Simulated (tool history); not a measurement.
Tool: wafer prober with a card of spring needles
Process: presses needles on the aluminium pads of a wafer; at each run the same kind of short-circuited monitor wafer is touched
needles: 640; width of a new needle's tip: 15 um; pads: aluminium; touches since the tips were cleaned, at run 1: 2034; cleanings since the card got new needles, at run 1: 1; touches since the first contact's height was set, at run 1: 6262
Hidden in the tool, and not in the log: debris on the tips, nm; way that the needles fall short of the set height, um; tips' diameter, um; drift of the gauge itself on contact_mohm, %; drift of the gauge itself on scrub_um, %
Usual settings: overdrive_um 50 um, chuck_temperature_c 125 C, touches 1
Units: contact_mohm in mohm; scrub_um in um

run,day,overdrive_um,chuck_temperature_c,touches,touches since the tips were cleaned,cleanings since the card got new needles,touches since the first contact's height was set,contact_mohm,scrub_um
1,0,50,125,1,2034,1,6262,172,6.05
# day 0.196: tips cleaned on abrasive film
2,0.479,50,125,1,3076,2,11420,172,6.09
# day 0.583: tips cleaned on abrasive film
# day 0.938: tips cleaned on abrasive film
3,0.938,50,125,1,8,4,16311,169,6.09
# day 1.296: tips cleaned on abrasive film
4,1.479,50,125,1,1968,5,22129,172,6.1
# day 1.658: tips cleaned on abrasive film
5,1.729,50,80,1,776,6,24833,165,6.12
# day 2.046: tips cleaned on abrasive film
6,2.125,50,125,1,853,7,29064,172,6.13
# day 2.417: tips cleaned on abrasive film
7,2.725,50,125,1,3328,8,35538,170,6.11
# day 2.758: tips cleaned on abrasive film
8,3.004,50,125,1,2681,9,38544,173,6.12
# day 3.125: tips cleaned on abrasive film
9,3.296,50,125,1,1871,10,41665,169,6.14
# day 3.467: tips cleaned on abrasive film
# day 3.85: tips cleaned on abrasive film
10,3.85,50,125,1,0,12,47568,172,6.13
11,4.125,50,125,1,2990,12,50558,172,6.16
# day 4.217: tips cleaned on abrasive film
12,4.371,50,125,1,1692,13,53202,171,6.13
# day 4.579: tips cleaned on abrasive film
13,4.788,50,125,1,2295,14,57696,170,6.16
# day 4.954: tips cleaned on abrasive film
# day 5.292: tips cleaned on abrasive film
14,5.354,50,94,1,669,16,63743,164,6.14
# day 5.65: tips cleaned on abrasive film
15,5.962,50,94,1,3378,17,70306,164,6.17
# day 6.004: tips cleaned on abrasive film
# day 6.383: tips cleaned on abrasive film
16,6.517,50,94,1,1463,19,76251,169,6.17
# day 6.746: tips cleaned on abrasive film
17,6.838,33,48,2,996,20,79696,164,4.05
# day 7.108: tips cleaned on abrasive film
18,7.404,40,34,3,3178,21,85770,159,4.92
# day 7.462: tips cleaned on abrasive film
# day 7.808: tips cleaned on abrasive film
19,7.825,53,125,1,224,23,90287,168,6.53
# day 8.15: tips cleaned on abrasive film
20,8.2,53,125,1,524,24,94276,171,6.59
# day 8.496: tips cleaned on abrasive film
21,8.662,41,38,3,1812,25,99262,159,5.08
# day 8.867: tips cleaned on abrasive film
22,9.1,61,101,1,2558,26,104001,164,7.54
# day 9.242: tips cleaned on abrasive film
23,9.492,32,101,1,2720,27,108191,178,3.96
# day 9.6: tips cleaned on abrasive film
24,9.888,46,62,2,3125,28,112446,163,5.69
# day 9.967: tips cleaned on abrasive film
25,10.183,58,40,2,2336,29,115596,154,7.18
# day 10.325: tips cleaned on abrasive film
26,10.642,58,40,2,3459,30,120562,155,7.2
# day 10.683: tips cleaned on abrasive film
# day 10.767: gauge calibrated
27,10.975,58,40,2,3182,31,124135,152,7.05
# day 11.046: tips cleaned on abrasive film
# day 11.412: tips cleaned on abrasive film
28,11.508,41,67,2,1029,33,129832,163,5
# day 11.771: tips cleaned on abrasive film
29,12.042,34,125,1,2953,34,135593,180,4.15
# day 12.129: tips cleaned on abrasive film
# day 12.496: tips cleaned on abrasive film
30,12.567,58,36,3,729,36,141164,150,7.06

How the hidden state differs across the entries between the runs, from the last listed run before each to the first after it:
Between runs 1 and 2: tips cleaned on abrasive film (day 0.196)
  debris on the tips, nm: 0.4 -> 0.5; drift of the gauge itself on scrub_um, %: 0 -> 0.09
  measured less the result without the state, scrub_um: +0 -> +0 um
Between runs 2 and 3: tips cleaned on abrasive film (day 0.583); tips cleaned on abrasive film (day 0.938)
  debris on the tips, nm: 0.5 -> 0; drift of the gauge itself on scrub_um, %: 0.09 -> 0.17
  measured less the result without the state, scrub_um: +0 -> +0.01 um
Between runs 3 and 4: tips cleaned on abrasive film (day 1.296)
  debris on the tips, nm: 0 -> 0.4; drift of the gauge itself on scrub_um, %: 0.17 -> 0.26
  measured less the result without the state, scrub_um: +0.01 -> +0.01 um
Between runs 4 and 5: tips cleaned on abrasive film (day 1.658)
  debris on the tips, nm: 0.4 -> 0.2; drift of the gauge itself on scrub_um, %: 0.26 -> 0.31
  measured less the result without the state, scrub_um: +0.01 -> +0.02 um
Between runs 5 and 6: tips cleaned on abrasive film (day 2.046)
  drift of the gauge itself on scrub_um, %: 0.31 -> 0.38
  measured less the result without the state, scrub_um: +0.02 -> +0.03 um
Between runs 6 and 7: tips cleaned on abrasive film (day 2.417)
  debris on the tips, nm: 0.2 -> 0.6; drift of the gauge itself on scrub_um, %: 0.38 -> 0.49
  measured less the result without the state, scrub_um: +0.03 -> +0.03 um
Between runs 7 and 8: tips cleaned on abrasive film (day 2.758)
  debris on the tips, nm: 0.6 -> 0.5; drift of the gauge itself on scrub_um, %: 0.49 -> 0.54
  measured less the result without the state, scrub_um: +0.03 -> +0.03 um
Between runs 8 and 9: tips cleaned on abrasive film (day 3.125)
  debris on the tips, nm: 0.5 -> 0.4; drift of the gauge itself on scrub_um, %: 0.54 -> 0.59
  measured less the result without the state, scrub_um: +0.03 -> +0.04 um
Between runs 9 and 10: tips cleaned on abrasive film (day 3.467); tips cleaned on abrasive film (day 3.85)
  debris on the tips, nm: 0.4 -> 0.1; drift of the gauge itself on scrub_um, %: 0.59 -> 0.69
  measured less the result without the state, scrub_um: +0.04 -> +0.04 um
Between runs 11 and 12: tips cleaned on abrasive film (day 4.217)
  debris on the tips, nm: 0.5 -> 0.4; drift of the gauge itself on scrub_um, %: 0.74 -> 0.78
  measured less the result without the state, scrub_um: +0.05 -> +0.04 um
Between runs 12 and 13: tips cleaned on abrasive film (day 4.579)
  drift of the gauge itself on scrub_um, %: 0.78 -> 0.86
  measured less the result without the state, scrub_um: +0.04 -> +0.06 um
Between runs 13 and 14: tips cleaned on abrasive film (day 4.954); tips cleaned on abrasive film (day 5.292)
  debris on the tips, nm: 0.4 -> 0.2; drift of the gauge itself on scrub_um, %: 0.86 -> 0.96
  measured less the result without the state, scrub_um: +0.06 -> +0.06 um
Between runs 14 and 15: tips cleaned on abrasive film (day 5.65)
  debris on the tips, nm: 0.2 -> 0.5; drift of the gauge itself on scrub_um, %: 0.96 -> 1.07
  measured less the result without the state, scrub_um: +0.06 -> +0.07 um
Between runs 15 and 16: tips cleaned on abrasive film (day 6.004); tips cleaned on abrasive film (day 6.383)
  debris on the tips, nm: 0.5 -> 0.3; drift of the gauge itself on scrub_um, %: 1.07 -> 1.17
  measured less the result without the state, scrub_um: +0.07 -> +0.07 um
Between runs 16 and 17: tips cleaned on abrasive film (day 6.746)
  way that the needles fall short of the set height, um: 0 -> 0.01; drift of the gauge itself on scrub_um, %: 1.17 -> 1.23
  measured less the result without the state, scrub_um: +0.07 -> +0.05 um
Between runs 17 and 18: tips cleaned on abrasive film (day 7.108)
  debris on the tips, nm: 0.3 -> 0.5; drift of the gauge itself on scrub_um, %: 1.23 -> 1.33
  measured less the result without the state, scrub_um: +0.05 -> +0.06 um
Between runs 18 and 19: tips cleaned on abrasive film (day 7.462); tips cleaned on abrasive film (day 7.808)
  debris on the tips, nm: 0.5 -> 0.1; drift of the gauge itself on scrub_um, %: 1.33 -> 1.4
  measured less the result without the state, scrub_um: +0.06 -> +0.09 um
Between runs 19 and 20: tips cleaned on abrasive film (day 8.15)
  debris on the tips, nm: 0.1 -> 0.2; drift of the gauge itself on scrub_um, %: 1.4 -> 1.47
  measured less the result without the state, scrub_um: +0.09 -> +0.1 um
Between runs 20 and 21: tips cleaned on abrasive film (day 8.496)
  debris on the tips, nm: 0.2 -> 0.4; drift of the gauge itself on scrub_um, %: 1.47 -> 1.55
  measured less the result without the state, scrub_um: +0.1 -> +0.08 um
Between runs 21 and 22: tips cleaned on abrasive film (day 8.867)
  debris on the tips, nm: 0.4 -> 0.5; drift of the gauge itself on scrub_um, %: 1.55 -> 1.63
  measured less the result without the state, scrub_um: +0.08 -> +0.12 um
Between runs 22 and 23: tips cleaned on abrasive film (day 9.242)
  drift of the gauge itself on scrub_um, %: 1.63 -> 1.7
  measured less the result without the state, scrub_um: +0.12 -> +0.07 um
Between runs 23 and 24: tips cleaned on abrasive film (day 9.6)
  drift of the gauge itself on scrub_um, %: 1.7 -> 1.77
  measured less the result without the state, scrub_um: +0.07 -> +0.1 um
Between runs 24 and 25: tips cleaned on abrasive film (day 9.967)
  debris on the tips, nm: 0.5 -> 0.4; drift of the gauge itself on scrub_um, %: 1.77 -> 1.83
  measured less the result without the state, scrub_um: +0.1 -> +0.12 um
Between runs 25 and 26: tips cleaned on abrasive film (day 10.325)
  debris on the tips, nm: 0.4 -> 0.6; drift of the gauge itself on scrub_um, %: 1.83 -> 1.91
  measured less the result without the state, scrub_um: +0.12 -> +0.13 um
Between runs 26 and 27: tips cleaned on abrasive film (day 10.683); gauge calibrated (day 10.767)
  debris on the tips, nm: 0.6 -> 0.5; drift of the gauge itself on scrub_um, %: 1.91 -> 0.04
  measured less the result without the state, scrub_um: +0.13 -> +0 um
Between runs 27 and 28: tips cleaned on abrasive film (day 11.046); tips cleaned on abrasive film (day 11.412)
  debris on the tips, nm: 0.5 -> 0.3; drift of the gauge itself on scrub_um, %: 0.04 -> 0.13
  measured less the result without the state, scrub_um: +0 -> +0.01 um
Between runs 28 and 29: tips cleaned on abrasive film (day 11.771)
  debris on the tips, nm: 0.3 -> 0.5; drift of the gauge itself on scrub_um, %: 0.13 -> 0.23
  measured less the result without the state, scrub_um: +0.01 -> +0.01 um
Between runs 29 and 30: tips cleaned on abrasive film (day 12.129); tips cleaned on abrasive film (day 12.496)
  debris on the tips, nm: 0.5 -> 0.2; drift of the gauge itself on scrub_um, %: 0.23 -> 0.32
  measured less the result without the state, scrub_um: +0.01 -> +0.02 um

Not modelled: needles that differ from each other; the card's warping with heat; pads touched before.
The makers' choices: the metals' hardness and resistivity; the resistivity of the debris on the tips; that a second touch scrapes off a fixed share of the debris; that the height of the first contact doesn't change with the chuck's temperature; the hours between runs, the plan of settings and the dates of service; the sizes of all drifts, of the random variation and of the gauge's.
